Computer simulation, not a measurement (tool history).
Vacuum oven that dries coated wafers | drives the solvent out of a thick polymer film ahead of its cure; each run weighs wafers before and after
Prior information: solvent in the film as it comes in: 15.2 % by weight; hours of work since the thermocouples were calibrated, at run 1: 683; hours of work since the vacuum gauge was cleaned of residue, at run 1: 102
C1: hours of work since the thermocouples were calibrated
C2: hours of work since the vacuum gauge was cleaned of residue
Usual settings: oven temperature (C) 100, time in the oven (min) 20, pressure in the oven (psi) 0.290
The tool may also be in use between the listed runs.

Run 1, hour 0.0: usual settings; C1 683; C2 102. Result: solvent left in the film (%) 3.95.
Run 2, hour 35.7: usual settings; C1 706; C2 124. Result: solvent left in the film (%) 3.97.
Run 3, hour 83.1: usual settings; C1 736; C2 154. Result: solvent left in the film (%) 4.09.
Run 4, hour 110.0: usual settings; C1 753; C2 172. Result: solvent left in the film (%) 3.93.
Run 5, hour 143.7: usual settings; C1 775; C2 193. Result: solvent left in the film (%) 4.03.
Run 6, hour 186.8: usual settings; C1 802; C2 220. Result: solvent left in the film (%) 4.00.
Run 7, hour 213.9: usual settings but time in the oven (min) 17; C1 819; C2 237. Result: solvent left in the film (%) 4.67.
Run 8, hour 253.5: usual settings but time in the oven (min) 17; C1 844; C2 262. Result: solvent left in the film (%) 4.64.
Run 9, hour 278.6: usual settings but time in the oven (min) 17; C1 860; C2 278. Result: solvent left in the film (%) 4.72.
Run 10, hour 301.8: usual settings but time in the oven (min) 17; C1 875; C2 293. Result: solvent left in the film (%) 4.77.
Run 11, hour 334.2: usual settings but time in the oven (min) 17; C1 895; C2 314. Result: solvent left in the film (%) 4.79.
At hour 378.1: oven's thermocouples calibrated.
Run 12, hour 384.3: usual settings but time in the oven (min) 25; C1 4; C2 344. Result: solvent left in the film (%) 3.12.
Run 13, hour 424.6: usual settings but time in the oven (min) 25; C1 29; C2 370. Result: solvent left in the film (%) 3.18.
Run 14, hour 453.9: usual settings but time in the oven (min) 25; C1 48; C2 388. Result: solvent left in the film (%) 3.13.
Run 15, hour 480.3: usual settings but oven temperature (C) 114, time in the oven (min) 16, pressure in the oven (psi) 1.012; C1 65; C2 405. Result: solvent left in the film (%) 2.85.

Run 16 is up next; what results do you expect?
Run 16, hour 503.3: usual settings but oven temperature (C) 114, time in the oven (min) 26, pressure in the oven (psi) 1.012; C1 79; C2 420. Result: solvent left in the film (%) ?.

For run 16 the tool returned solvent left in the film (%) 2.05.
With the hidden condition absent and the run-to-run variation left alone, this run would have shown solvent left in the film (%) 2.05.
